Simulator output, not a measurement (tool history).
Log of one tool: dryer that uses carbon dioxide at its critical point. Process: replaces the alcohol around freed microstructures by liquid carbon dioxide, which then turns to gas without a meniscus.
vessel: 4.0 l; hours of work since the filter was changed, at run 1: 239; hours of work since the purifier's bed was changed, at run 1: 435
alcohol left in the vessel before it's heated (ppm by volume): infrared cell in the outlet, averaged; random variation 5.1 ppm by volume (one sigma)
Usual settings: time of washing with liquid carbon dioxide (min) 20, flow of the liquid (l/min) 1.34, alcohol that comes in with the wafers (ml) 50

run,day,time of washing with liquid carbon dioxide (min),flow of the liquid (l/min),alcohol that comes in with the wafers (ml),hours of work since the filter was changed,hours of work since the purifier's bed was changed,alcohol left in the vessel before it's heated (ppm by volume)
1,0,20,1.34,50,239,435,191
2,0.462,20,1.34,50,247,443,190
3,1.067,20,1.34,50,258,454,200
4,1.654,20,1.34,50,268,464,192
5,2.292,20,1.34,50,280,476,209
6,2.721,20,1.34,50,287,483,206
7,3.317,20,1.34,50,298,494,204
8,3.933,20,1.34,50,309,505,209
9,4.412,20,1.34,50,317,513,210
10,4.967,20,1.34,50,327,523,228
11,5.442,20,1.34,50,336,532,217
12,5.75,20,1.34,75,341,537,267
13,6.067,20,1.34,75,347,543,278
14,6.438,20,1.34,75,354,550,274
15,7.162,20,1.34,50,367,563,236
16,7.75,20,1.34,50,377,573,245
17,8.196,20,1.34,50,385,581,242
18,8.583,20,1.34,50,392,588,242
19,9.275,22,1.34,50,404,600,212
20,9.642,29,1.34,50,411,607,171
21,10.129,29,1.34,50,419,615,178
22,10.629,29,1.34,50,428,624,167
23,11.042,28,1.34,50,436,632,184
# day 11.133: inlet filter changed
24,11.5,28,1.64,50,6,639,165
25,12.212,28,1.64,113,19,652,176
26,12.833,28,1.64,113,30,663,172
27,13.192,23,0.86,39,37,669,350
28,13.567,17,0.82,39,43,676,735
29,13.983,25,1.27,50,51,684,203
30,14.654,25,1.27,50,63,695,190
31,15.183,25,1.27,50,72,705,197
32,15.675,16,0.97,32,81,714,553
33,15.988,16,1.25,64,87,719,482
34,16.367,20,1.92,50,93,726,194
35,16.725,23,1.32,50,100,732,214
36,17.062,24,2.26,50,106,738,200
37,17.771,24,2.26,50,118,751,204
38,18.112,20,1.33,44,125,757,251
39,18.479,14,1.05,44,131,764,800
40,19.212,20,1.26,103,144,777,380
41,19.667,20,1.26,103,152,785,387
42,20.292,13,1.72,103,163,796,549
43,20.6,13,1.72,103,169,802,562
44,21.067,14,0.81,91,177,810,2743
45,21.375,20,1.6,114,183,815,265
46,21.696,17,1.34,52,189,821,368

5 ways to go on from here, each from the tool as it stands after run 46. What would each give?
A,22.179,18,1.34,52,197,830,?
B,22.179,19,1.85,104,197,830,?
C,22.179,16,1.44,43,197,830,?
D,22.179,20,1.34,69,197,830,?
E,22.179,17,2.27,37,197,830,?

run,alcohol left in the vessel before it's heated (ppm by volume)
A,340
B,249
C,348
D,312
E,228
Without the tool's hidden state the same runs would have given:
run,alcohol left in the vessel before it's heated (ppm by volume)
A,97
B,26
C,104
D,73
E,13

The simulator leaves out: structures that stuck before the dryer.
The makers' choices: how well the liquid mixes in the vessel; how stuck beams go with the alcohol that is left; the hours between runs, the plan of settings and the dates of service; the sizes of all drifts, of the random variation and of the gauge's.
